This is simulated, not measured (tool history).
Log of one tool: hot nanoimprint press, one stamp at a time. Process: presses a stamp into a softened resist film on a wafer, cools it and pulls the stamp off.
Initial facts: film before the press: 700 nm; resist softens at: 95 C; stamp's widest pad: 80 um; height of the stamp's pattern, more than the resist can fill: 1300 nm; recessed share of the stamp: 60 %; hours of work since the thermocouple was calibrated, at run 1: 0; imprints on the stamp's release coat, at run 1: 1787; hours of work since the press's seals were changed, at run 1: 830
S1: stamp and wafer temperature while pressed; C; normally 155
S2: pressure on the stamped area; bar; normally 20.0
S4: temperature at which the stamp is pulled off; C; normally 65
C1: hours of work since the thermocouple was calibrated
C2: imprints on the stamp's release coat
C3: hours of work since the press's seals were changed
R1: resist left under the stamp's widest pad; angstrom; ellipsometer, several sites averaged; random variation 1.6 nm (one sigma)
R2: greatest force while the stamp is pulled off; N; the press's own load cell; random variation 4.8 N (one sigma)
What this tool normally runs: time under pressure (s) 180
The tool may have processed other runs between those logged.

run 1 hour=0.0 | S1=155 S2=20.0 time_under_pressure_(s)=180 S4=65 | C1=0 C2=1787 C3=830 | R1=2649 R2=317
run 2 hour=29.6 | S1=155 S2=20.0 time_under_pressure_(s)=180 S4=65 | C1=22 C2=1912 C3=852 | R1=2643 R2=313
run 3 hour=85.7 | S1=155 S2=20.0 time_under_pressure_(s)=180 S4=65 | C1=64 C2=2149 C3=894 | R1=2628 R2=323
-- hour=117.8 stamp cleaned and given a new release coat
run 4 hour=123.9 | S1=155 S2=20.0 time_under_pressure_(s)=180 S4=56 | C1=88 C2=26 C3=918 | R1=2613 R2=249
run 5 hour=168.3 | S1=155 S2=20.0 time_under_pressure_(s)=180 S4=56 | C1=121 C2=213 C3=951 | R1=2579 R2=257
run 6 hour=223.3 | S1=155 S2=20.0 time_under_pressure_(s)=180 S4=69 | C1=162 C2=446 C3=992 | R1=2584 R2=237
run 7 hour=290.5 | S1=155 S2=20.0 time_under_pressure_(s)=180 S4=69 | C1=213 C2=729 C3=1043 | R1=2522 R2=252
run 8 hour=320.3 | S1=155 S2=20.0 time_under_pressure_(s)=180 S4=65 | C1=235 C2=855 C3=1065 | R1=2523 R2=262
run 9 hour=362.9 | S1=155 S2=20.0 time_under_pressure_(s)=180 S4=65 | C1=267 C2=1035 C3=1097 | R1=2509 R2=268
run 10 hour=397.1 | S1=151 S2=20.0 time_under_pressure_(s)=180 S4=65 | C1=292 C2=1179 C3=1122 | R1=3253 R2=283
run 11 hour=440.4 | S1=151 S2=20.0 time_under_pressure_(s)=180 S4=65 | C1=324 C2=1362 C3=1155 | R1=3198 R2=296
-- hour=454.0 press's hydraulic seals changed and the load cell set to zero
run 12 hour=505.7 | S1=155 S2=15.4 time_under_pressure_(s)=180 S4=65 | C1=367 C2=1604 C3=39 | R1=2633 R2=289
run 13 hour=556.2 | S1=156 S2=20.0 time_under_pressure_(s)=180 S4=65 | C1=405 C2=1818 C3=76 | R1=2138 R2=294
run 14 hour=584.0 | S1=156 S2=20.0 time_under_pressure_(s)=180 S4=65 | C1=426 C2=1935 C3=97 | R1=2157 R2=297
run 15 hour=643.6 | S1=155 S2=20.0 time_under_pressure_(s)=180 S4=65 | C1=470 C2=2186 C3=142 | R1=2269 R2=312
-- hour=667.9 stamp cleaned and given a new release coat
run 16 hour=711.8 | S1=166 S2=23.9 time_under_pressure_(s)=235 S4=56 | C1=517 C2=185 C3=188 | R1=910 R2=249

Run 17 comes next. What will it give?
-- hour=719.1 plate thermocouple calibrated
run 17 hour=773.1 | S1=166 S2=23.9 time_under_pressure_(s)=235 S4=56 | C1=40 C2=432 C3=232 | R1=? R2=?

R1: 1019 angstrom
R2: 277 N
On a tool with no hidden condition, and with the same random variation, this run would have come out at R1 1022 angstrom, R2 259 N.

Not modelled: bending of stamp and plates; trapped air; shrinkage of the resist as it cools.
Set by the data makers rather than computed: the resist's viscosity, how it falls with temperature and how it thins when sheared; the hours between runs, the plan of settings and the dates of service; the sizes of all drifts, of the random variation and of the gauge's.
